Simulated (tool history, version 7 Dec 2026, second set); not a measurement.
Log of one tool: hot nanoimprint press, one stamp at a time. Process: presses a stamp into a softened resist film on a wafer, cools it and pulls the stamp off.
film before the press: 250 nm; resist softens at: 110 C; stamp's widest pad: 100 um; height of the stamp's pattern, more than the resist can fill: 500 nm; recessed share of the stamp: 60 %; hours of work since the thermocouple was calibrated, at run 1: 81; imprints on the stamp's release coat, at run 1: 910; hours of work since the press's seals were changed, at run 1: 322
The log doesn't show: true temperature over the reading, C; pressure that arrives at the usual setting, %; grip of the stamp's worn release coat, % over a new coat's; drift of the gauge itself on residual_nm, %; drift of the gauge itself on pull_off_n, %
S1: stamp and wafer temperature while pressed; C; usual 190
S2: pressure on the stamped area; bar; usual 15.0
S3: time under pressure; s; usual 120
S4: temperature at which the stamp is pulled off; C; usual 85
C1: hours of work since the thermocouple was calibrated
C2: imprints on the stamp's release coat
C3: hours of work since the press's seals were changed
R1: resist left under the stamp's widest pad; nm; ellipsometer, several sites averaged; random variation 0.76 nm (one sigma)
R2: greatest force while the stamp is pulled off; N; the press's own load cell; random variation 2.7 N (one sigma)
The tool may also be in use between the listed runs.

Run 1, day 0.000: usual settings; C1 81; C2 910; C3 322. Result: R1 95.8 nm, R2 145 N.
Run 2, day 0.325: usual settings; C1 86; C2 934; C3 327. Result: R1 96.2 nm, R2 153 N.
Run 3, day 0.642: usual settings; C1 91; C2 958; C3 331. Result: R1 97.1 nm, R2 153 N.
Run 4, day 0.988: usual settings but S3 111 s; C1 96; C2 983; C3 337. Result: R1 102.3 nm, R2 150 N.
Run 5, day 1.350: usual settings but S3 111 s; C1 102; C2 1011; C3 342. Result: R1 100.8 nm, R2 160 N.
Run 6, day 1.683: usual settings but S3 111 s; C1 107; C2 1036; C3 347. Result: R1 100.5 nm, R2 153 N.
Run 7, day 2.142: usual settings but S4 92 C; C1 114; C2 1070; C3 354. Result: R1 97.1 nm, R2 138 N.
Run 8, day 2.558: usual settings but S4 92 C; C1 120; C2 1101; C3 360. Result: R1 96.6 nm, R2 133 N.
Run 9, day 2.996: usual settings but S4 71 C; C1 127; C2 1134; C3 367. Result: R1 98.2 nm, R2 190 N.
Run 10, day 3.233: usual settings but S4 71 C; C1 130; C2 1152; C3 371. Result: R1 97.0 nm, R2 203 N.
Run 11, day 3.783: usual settings but S4 71 C; C1 139; C2 1193; C3 379. Result: R1 98.7 nm, R2 207 N.
Run 12, day 4.050: usual settings but S4 71 C; C1 143; C2 1213; C3 383. Result: R1 98.5 nm, R2 203 N.
Run 13, day 4.433: usual settings but S4 71 C; C1 148; C2 1242; C3 389. Result: R1 98.1 nm, R2 203 N.
Run 14, day 4.917: usual settings but S4 71 C; C1 156; C2 1278; C3 396. Result: R1 97.6 nm, R2 208 N.
Run 15, day 5.179: usual settings; C1 160; C2 1298; C3 400. Result: R1 99.4 nm, R2 161 N.
Run 16, day 5.558: usual settings but S1 187 C; C1 165; C2 1326; C3 406. Result: R1 109.5 nm, R2 164 N.
Run 17, day 5.892: usual settings but S1 187 C, S2 21.5 bar; C1 170; C2 1351; C3 411. Result: R1 93.7 nm, R2 159 N.
Run 18, day 6.150: usual settings but S1 194 C, S2 17.3 bar, S4 92 C; C1 174; C2 1371; C3 415. Result: R1 80.0 nm, R2 141 N.
Run 19, day 6.567: usual settings but S1 198 C; C1 181; C2 1402; C3 421. Result: R1 73.6 nm, R2 161 N.
Run 20, day 6.975: usual settings but S1 193 C, S2 11.2 bar, S3 171 s; C1 187; C2 1432; C3 427. Result: R1 87.1 nm, R2 168 N.
At day 7.271: stamp cleaned and given a new release coat.
Run 21, day 7.758: usual settings but S1 193 C, S2 11.2 bar, S3 171 s, S4 75 C; C1 195; C2 36; C3 435. Result: R1 86.5 nm, R2 154 N.
Run 22, day 7.992: usual settings but S1 193 C, S2 11.2 bar, S3 171 s, S4 75 C; C1 198; C2 54; C3 439. Result: R1 86.0 nm, R2 149 N.
Run 23, day 8.229: usual settings but S1 202 C, S2 12.0 bar, S3 87 s, S4 77 C; C1 202; C2 71; C3 442. Result: R1 81.7 nm, R2 144 N.
Run 24, day 8.708: usual settings but S1 192 C, S2 12.4 bar, S3 86 s, S4 92 C; C1 209; C2 107; C3 450. Result: R1 113.8 nm, R2 114 N.
Run 25, day 9.175: usual settings but S1 192 C, S2 12.4 bar, S3 86 s, S4 92 C; C1 216; C2 142; C3 457. Result: R1 113.8 nm, R2 113 N.
Run 26, day 9.629: usual settings but S1 196 C, S4 77 C; C1 223; C2 176; C3 464. Result: R1 80.0 nm, R2 145 N.
Run 27, day 10.183: usual settings but S1 196 C, S4 77 C; C1 232; C2 218; C3 472. Result: R1 79.0 nm, R2 152 N.
Run 28, day 10.658: usual settings but S1 196 C, S4 77 C; C1 239; C2 253; C3 479. Result: R1 78.6 nm, R2 156 N.
Run 29, day 10.883: usual settings but S1 196 C, S4 77 C; C1 242; C2 270; C3 483. Result: R1 81.1 nm, R2 158 N.

Forecast each of these 4 alternatives for the next run:
Run A, day 11.129: usual settings but S1 192 C, S3 95 s, S4 80 C; C1 246; C2 289; C3 486. Result: R1 ?, R2 ?.
Run B, day 11.129: usual settings but S3 234 s, S4 87 C; C1 246; C2 289; C3 486. Result: R1 ?, R2 ?.
Run C, day 11.129: usual settings but S1 186 C, S2 9.5 bar; C1 246; C2 289; C3 486. Result: R1 ?, R2 ?.
Run D, day 11.129: usual settings but S1 196 C; C1 246; C2 289; C3 486. Result: R1 ?, R2 ?.

run     R1   R2
  A  101.3  148
  B   75.0  129
  C  135.2  130
  D   81.3  137
Without the tool's hidden state the same runs would have given:
run     R1   R2
  A   95.6  137
  B   70.4  119
  C  129.2  120
  D   76.7  126
